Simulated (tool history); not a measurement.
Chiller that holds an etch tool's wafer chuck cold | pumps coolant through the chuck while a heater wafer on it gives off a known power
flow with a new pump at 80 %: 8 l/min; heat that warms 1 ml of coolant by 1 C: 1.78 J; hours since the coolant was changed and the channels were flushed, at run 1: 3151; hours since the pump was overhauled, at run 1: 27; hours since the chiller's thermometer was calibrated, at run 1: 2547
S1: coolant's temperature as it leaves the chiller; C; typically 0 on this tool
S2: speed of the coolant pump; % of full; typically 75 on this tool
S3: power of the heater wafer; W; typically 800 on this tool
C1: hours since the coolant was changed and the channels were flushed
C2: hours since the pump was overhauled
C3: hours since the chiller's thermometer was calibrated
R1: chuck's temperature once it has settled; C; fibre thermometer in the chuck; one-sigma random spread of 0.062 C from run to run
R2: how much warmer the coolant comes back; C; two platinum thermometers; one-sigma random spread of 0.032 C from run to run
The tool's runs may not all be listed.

Run 1, day 0: usual settings; C1 3151; C2 27; C3 2547. Result: R1 6.24 C, R2 3.62 C.
Run 2, day 3.408: usual settings but S3 467 W; C1 3233; C2 109; C3 2629. Result: R1 3.52 C, R2 2.08 C.
Run 3, day 5.371: usual settings but S3 519 W; C1 3280; C2 156; C3 2676. Result: R1 4.02 C, R2 2.31 C.
Run 4, day 7.279: usual settings but S2 67 % of full; C1 3326; C2 202; C3 2722. Result: R1 6.72 C, R2 4.01 C.
Run 5, day 10.625: usual settings but S2 67 % of full; C1 3406; C2 282; C3 2802. Result: R1 6.78 C, R2 4 C.
Run 6, day 13.288: usual settings; C1 3470; C2 346; C3 2866. Result: R1 6.19 C, R2 3.49 C.
Run 7, day 14.942: usual settings; C1 3510; C2 386; C3 2906. Result: R1 6.19 C, R2 3.47 C.
Run 8, day 18.688: usual settings; C1 3600; C2 475; C3 2995. Result: R1 6.13 C, R2 3.39 C.
Run 9, day 21.517: usual settings; C1 3668; C2 543; C3 3063. Result: R1 6.16 C, R2 3.39 C.
Run 10, day 24.9: usual settings; C1 3749; C2 624; C3 3145. Result: R1 6.24 C, R2 3.35 C.
Run 11, day 28.212: usual settings but S2 74 % of full; C1 3828; C2 704; C3 3224. Result: R1 6.26 C, R2 3.42 C.
Run 12, day 30.038: usual settings; C1 3872; C2 748; C3 3268. Result: R1 6.13 C, R2 3.21 C.
Run 13, day 33.121: usual settings; C1 3946; C2 822; C3 3342. Result: R1 6.19 C, R2 3.24 C.
Run 14, day 35.279: usual settings; C1 3998; C2 874; C3 3394. Result: R1 6.24 C, R2 3.25 C.
Run 15, day 37.275: usual settings but S2 71 % of full, S3 506 W; C1 4046; C2 921; C3 3442. Result: R1 4.08 C, R2 1.99 C.
Run 16, day 39.746: usual settings but S2 71 % of full, S3 506 W; C1 4105; C2 981; C3 3501. Result: R1 4.21 C, R2 1.92 C.
At day 41.988: gauge calibrated.
Run 17, day 42.129: usual settings but S2 71 % of full, S3 506 W; C1 4162; C2 1038; C3 3558. Result: R1 4.07 C, R2 2.42 C.
Run 18, day 44.033: usual settings but S1 -2 C, S2 74 % of full, S3 442 W; C1 4208; C2 1084; C3 3604. Result: R1 1.41 C, R2 1.98 C.
Run 19, day 47.696: usual settings but S1 9 C, S2 84 % of full, S3 865 W; C1 4296; C2 1172; C3 3692. Result: R1 15.28 C, R2 3.41 C.
Run 20, day 51.45: usual settings but S1 4 C, S2 97 % of full, S3 865 W; C1 4386; C2 1262; C3 3782. Result: R1 9.54 C, R2 2.76 C.
Run 21, day 53.146: usual settings but S1 1 C, S2 93 % of full, S3 865 W; C1 4427; C2 1302; C3 3822. Result: R1 6.69 C, R2 2.95 C.
Run 22, day 56.221: usual settings but S1 1 C, S2 93 % of full, S3 865 W; C1 4500; C2 1376; C3 3896. Result: R1 6.71 C, R2 2.94 C.
Run 23, day 59.588: usual settings but S1 -9 C, S3 427 W; C1 4581; C2 1457; C3 3977. Result: R1 -5.51 C, R2 1.71 C.
Run 24, day 61.571: usual settings but S1 1 C, S2 93 % of full, S3 594 W; C1 4629; C2 1505; C3 4025. Result: R1 4.9 C, R2 1.86 C.
Run 25, day 63.871: usual settings but S1 1 C, S2 93 % of full, S3 594 W; C1 4684; C2 1560; C3 4080. Result: R1 4.93 C, R2 1.88 C.
Run 26, day 67.15: usual settings but S1 -6 C, S2 61 % of full, S3 1145 W; C1 4763; C2 1638; C3 4159. Result: R1 4.39 C, R2 6.23 C.
Run 27, day 70.904: usual settings but S2 73 % of full; C1 4853; C2 1729; C3 4249. Result: R1 6.28 C, R2 3.43 C.
Run 28, day 73.558: usual settings but S1 -3 C, S2 67 % of full, S3 509 W; C1 4916; C2 1792; C3 4312. Result: R1 1.34 C, R2 2.27 C.

Predict each of these 5 candidate next runs independently; none follows another, all start after run 28:
Run A, day 75.488: usual settings but S1 -7 C, S3 413 W; C1 4963; C2 1839; C3 4359. Result: R1 ?, R2 ?.
Run B, day 75.488: usual settings but S1 9 C, S2 65 % of full, S3 690 W; C1 4963; C2 1839; C3 4359. Result: R1 ?, R2 ?.
Run C, day 75.488: usual settings but S1 1 C, S2 79 % of full, S3 786 W; C1 4963; C2 1839; C3 4359. Result: R1 ?, R2 ?.
Run D, day 75.488: usual settings but S1 -3 C, S2 94 % of full, S3 658 W; C1 4963; C2 1839; C3 4359. Result: R1 ?, R2 ?.
Run E, day 75.488: usual settings but S1 6 C, S2 67 % of full, S3 509 W; C1 4963; C2 1839; C3 4359. Result: R1 ?, R2 ?.

run     R1    R2
  A  -3.91  1.47
  B  14.99  3.33
  C   6.87  2.98
  D   1.37  1.95
  E  10.24  2.29
With the hidden condition removed and each run's random variation left untouched, the same runs would have given:
run     R1    R2
  A  -3.91  1.86
  B  14.99  3.72
  C   6.87  3.37
  D   1.37  2.34
  E  10.24  2.68
